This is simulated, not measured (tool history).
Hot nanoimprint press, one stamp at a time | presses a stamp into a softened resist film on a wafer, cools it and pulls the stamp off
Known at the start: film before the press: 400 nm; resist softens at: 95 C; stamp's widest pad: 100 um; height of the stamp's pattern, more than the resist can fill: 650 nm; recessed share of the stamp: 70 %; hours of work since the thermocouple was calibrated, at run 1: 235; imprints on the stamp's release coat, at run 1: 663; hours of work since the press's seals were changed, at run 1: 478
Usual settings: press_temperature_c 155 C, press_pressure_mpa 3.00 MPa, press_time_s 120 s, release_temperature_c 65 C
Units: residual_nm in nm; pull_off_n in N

run,day,press_temperature_c,press_pressure_mpa,press_time_s,release_temperature_c,hours of work since the thermocouple was calibrated,imprints on the stamp's release coat,hours of work since the press's seals were changed,residual_nm,pull_off_n
1,0.000,155,3.00,120,65,235,663,478,160.5,215
2,1.767,155,3.00,120,65,253,734,496,162.1,216
3,3.296,155,3.00,120,65,269,795,512,161.0,215
# day 4.679: stamp cleaned and given a new release coat
4,5.342,155,3.92,120,65,288,27,531,138.9,159
5,7.392,155,3.92,120,65,309,109,552,140.4,177
6,9.717,155,2.56,120,65,334,202,577,177.3,185
7,10.892,155,3.00,120,65,346,249,589,163.6,186
# day 11.342: press's hydraulic seals changed and the load cell set to zero
8,13.012,155,3.00,211,65,365,320,17,132.2,190
9,15.158,155,3.00,120,65,387,406,40,161.0,200
10,17.012,155,3.00,120,65,407,481,59,162.2,196
# day 17.975: plate thermocouple calibrated
11,18.208,155,3.00,120,65,2,523,70,157.8,200
12,19.808,155,3.00,120,65,19,588,87,157.4,198
13,20.862,155,3.00,120,65,30,630,98,157.3,207
14,22.804,155,3.00,120,65,50,707,118,157.7,203
15,24.454,155,3.00,120,65,68,774,136,157.9,211
# day 26.338: stamp cleaned and given a new release coat
16,26.975,156,3.00,120,67,91,25,160,153.0,167
17,29.396,156,3.00,120,67,117,122,185,153.9,158
18,31.008,161,3.06,120,65,134,187,202,127.5,180
19,32.579,159,2.79,115,59,150,250,218,146.3,215
20,34.429,159,2.79,115,59,169,324,237,147.5,220
21,35.796,159,2.79,115,59,184,379,252,147.1,217
22,37.354,151,3.00,120,56,200,441,268,187.0,239
23,38.508,151,3.00,120,56,212,487,280,184.8,250
24,40.458,151,3.00,120,56,232,565,300,187.0,253
25,41.862,151,3.00,120,56,247,621,315,187.9,255
26,43.188,157,1.99,102,70,261,674,329,199.5,190
27,45.275,152,4.07,69,70,283,758,351,185.6,186
# day 47.592: stamp cleaned and given a new release coat
28,47.592,144,3.62,119,50,304,0,372,221.6,244
29,49.783,154,3.39,119,50,327,88,395,159.0,249

5 ways to go on from here, each from the tool as it stands after run 29. What would each give?
A,50.896,154,2.60,199,50,339,132,407,?,?
B,50.896,160,3.00,120,65,339,132,407,?,?
C,50.896,155,3.00,124,65,339,132,407,?,?
D,50.896,155,3.00,89,62,339,132,407,?,?
E,50.896,155,2.90,138,67,339,132,407,?,?

run,residual_nm,pull_off_n
A,152.7,252
B,136.1,187
C,160.7,181
D,180.5,192
E,157.6,166
Without the tool's hidden state the same runs would have given:
run,residual_nm,pull_off_n
A,146.2,237
B,130.4,175
C,153.8,169
D,173.0,180
E,150.8,155
